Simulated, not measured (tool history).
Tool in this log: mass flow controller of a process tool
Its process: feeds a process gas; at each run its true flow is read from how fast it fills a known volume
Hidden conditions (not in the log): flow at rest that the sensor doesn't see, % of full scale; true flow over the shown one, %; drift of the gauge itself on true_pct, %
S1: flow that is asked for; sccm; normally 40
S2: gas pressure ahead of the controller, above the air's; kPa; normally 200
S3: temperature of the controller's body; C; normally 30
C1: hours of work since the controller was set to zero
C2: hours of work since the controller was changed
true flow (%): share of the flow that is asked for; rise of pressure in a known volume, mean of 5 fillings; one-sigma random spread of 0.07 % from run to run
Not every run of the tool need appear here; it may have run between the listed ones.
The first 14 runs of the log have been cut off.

run 15 hour=2212.4 | S1=40 S2=227 S3=30 | C1=3364 C2=3364 | true_flow_(%)=101.99
run 16 hour=2369.7 | S1=40 S2=200 S3=30 | C1=3484 C2=3484 | true_flow_(%)=101.95
run 17 hour=2561.1 | S1=48 S2=200 S3=30 | C1=3630 C2=3630 | true_flow_(%)=101.89
run 18 hour=2744.5 | S1=48 S2=200 S3=30 | C1=3770 C2=3770 | true_flow_(%)=101.94
-- hour=2764 controller's zero set anew
run 19 hour=2925 | S1=48 S2=200 S3=30 | C1=123 C2=3907 | true_flow_(%)=102.25
-- hour=3135.6 controller's zero set anew, once more
run 20 hour=3143.8 | S1=48 S2=200 S3=30 | C1=6 C2=4074 | true_flow_(%)=100.2
run 21 hour=3310.5 | S1=12 S2=180 S3=30 | C1=134 C2=4201 | true_flow_(%)=100.01
run 22 hour=3500.8 | S1=32 S2=176 S3=20 | C1=279 C2=4346 | true_flow_(%)=99.74
run 23 hour=3628.7 | S1=20 S2=154 S3=20 | C1=376 C2=4444 | true_flow_(%)=99.85
run 24 hour=3817.8 | S1=20 S2=154 S3=20 | C1=521 C2=4588 | true_flow_(%)=100.04
run 25 hour=4050 | S1=21 S2=200 S3=38 | C1=698 C2=4765 | true_flow_(%)=101.18
run 26 hour=4186.5 | S1=21 S2=200 S3=38 | C1=802 C2=4870 | true_flow_(%)=101.13
run 27 hour=4358.6 | S1=40 S2=237 S3=30 | C1=933 C2=5001 | true_flow_(%)=100.95
run 28 hour=4514.4 | S1=91 S2=190 S3=28 | C1=1052 C2=5120 | true_flow_(%)=101.11
run 29 hour=4701.1 | S1=24 S2=179 S3=29 | C1=1195 C2=5262 | true_flow_(%)=101.21
run 30 hour=4854.4 | S1=24 S2=179 S3=29 | C1=1312 C2=5379 | true_flow_(%)=101.08
run 31 hour=5012.3 | S1=12 S2=234 S3=32 | C1=1432 C2=5500 | true_flow_(%)=102.97
run 32 hour=5115.5 | S1=66 S2=198 S3=29 | C1=1511 C2=5579 | true_flow_(%)=101.08
run 33 hour=5305.9 | S1=66 S2=198 S3=29 | C1=1657 C2=5724 | true_flow_(%)=101.26
run 34 hour=5412.8 | S1=20 S2=160 S3=21 | C1=1738 C2=5806 | true_flow_(%)=101.62
run 35 hour=5595.1 | S1=29 S2=160 S3=30 | C1=1877 C2=5945 | true_flow_(%)=101.73
run 36 hour=5699.3 | S1=31 S2=200 S3=30 | C1=1957 C2=6024 | true_flow_(%)=101.73
run 37 hour=5910.2 | S1=31 S2=200 S3=30 | C1=2118 C2=6185 | true_flow_(%)=101.88
run 38 hour=6016.9 | S1=31 S2=200 S3=30 | C1=2199 C2=6267 | true_flow_(%)=102.11
run 39 hour=6188.7 | S1=31 S2=200 S3=30 | C1=2330 C2=6398 | true_flow_(%)=102.07

Consider 5 possible next runs. They are alternatives, not a sequence: every one starts from the tool as it was left by run 39. What does each give?
run A hour=6292 | S1=15 S2=145 S3=25 | C1=2409 C2=6477 | true_flow_(%)=?
run B hour=6292 | S1=57 S2=200 S3=30 | C1=2409 C2=6477 | true_flow_(%)=?
run C hour=6292 | S1=41 S2=200 S3=28 | C1=2409 C2=6477 | true_flow_(%)=?
run D hour=6292 | S1=31 S2=200 S3=26 | C1=2409 C2=6477 | true_flow_(%)=?
run E hour=6292 | S1=28 S2=141 S3=30 | C1=2409 C2=6477 | true_flow_(%)=?

run=A true_flow_(%)=103.61
run=B true_flow_(%)=101.76
run=C true_flow_(%)=101.75
run=D true_flow_(%)=101.98
run=E true_flow_(%)=102.22
The same runs, with their run-to-run variation unchanged, on a tool lacking any hidden condition would have given:
run=A true_flow_(%)=98.69
run=B true_flow_(%)=99.68
run=C true_flow_(%)=99.28
run=D true_flow_(%)=99.06
run=E true_flow_(%)=99.09
